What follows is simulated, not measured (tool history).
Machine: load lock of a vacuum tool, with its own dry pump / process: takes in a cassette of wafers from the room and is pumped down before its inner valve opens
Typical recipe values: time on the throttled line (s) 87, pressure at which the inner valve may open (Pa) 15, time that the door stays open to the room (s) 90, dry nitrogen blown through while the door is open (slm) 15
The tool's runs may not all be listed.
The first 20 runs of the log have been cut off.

run,hour,time on the throttled line (s),pressure at which the inner valve may open (Pa),time that the door stays open to the room (s),dry nitrogen blown through while the door is open (slm),hours that the pump has run since its overhaul,times that the door has closed on its seal,"incoming humidity of the room's air, %",time from the closed door until the inner valve may open (s),rise of the pressure with all valves shut (Pa/min)
21,11452.5,87,23,90,15,8828,8711,40,149.7,0.039
22,12069.2,65,15,90,11,9445,10100,44.1,140.1,0.05
23,12687.6,53,28,86,33,10063,11492,42.2,122.8,0.03
24,13057.6,59,28,155,33,10433,12325,48.1,129.1,0.04
# hour 13506.5: dry pump taken out, an overhauled one fitted
25,13675.4,59,28,155,33,169,13703,45.2,127.8,0.042
26,14004.8,87,15,90,8,498,14444,44.1,153,0.056
27,14695.4,87,15,90,36,1189,15999,43.2,154,0.027
28,15150.9,140,27,90,33,1644,17025,46.7,184.9,0.031
29,15522.7,140,27,90,33,2016,17862,46.9,186.3,0.032
30,15930,87,18,26,15,2423,18779,44.5,151.4,0.033

Forecast each of these 5 alternatives for the next run:
A,16299.3,66,18,26,15,2793,19611,46.9,?,?
B,16299.3,87,15,78,9,2793,19611,43.2,?,?
C,16299.3,166,15,90,15,2793,19611,45.1,?,?
D,16299.3,46,15,168,5,2793,19611,46.3,?,?
E,16299.3,87,15,90,28,2793,19611,49.8,?,?

run,time from the closed door until the inner valve may open (s),rise of the pressure with all valves shut (Pa/min)
A,138.6,0.038
B,155.7,0.05
C,210,0.044
D,125.8,0.075
E,154,0.041
With no hidden state in the tool, these same runs would have given:
run,time from the closed door until the inner valve may open (s),rise of the pressure with all valves shut (Pa/min)
A,138.6,0.037
B,155.7,0.049
C,210,0.043
D,125.8,0.074
E,154,0.04
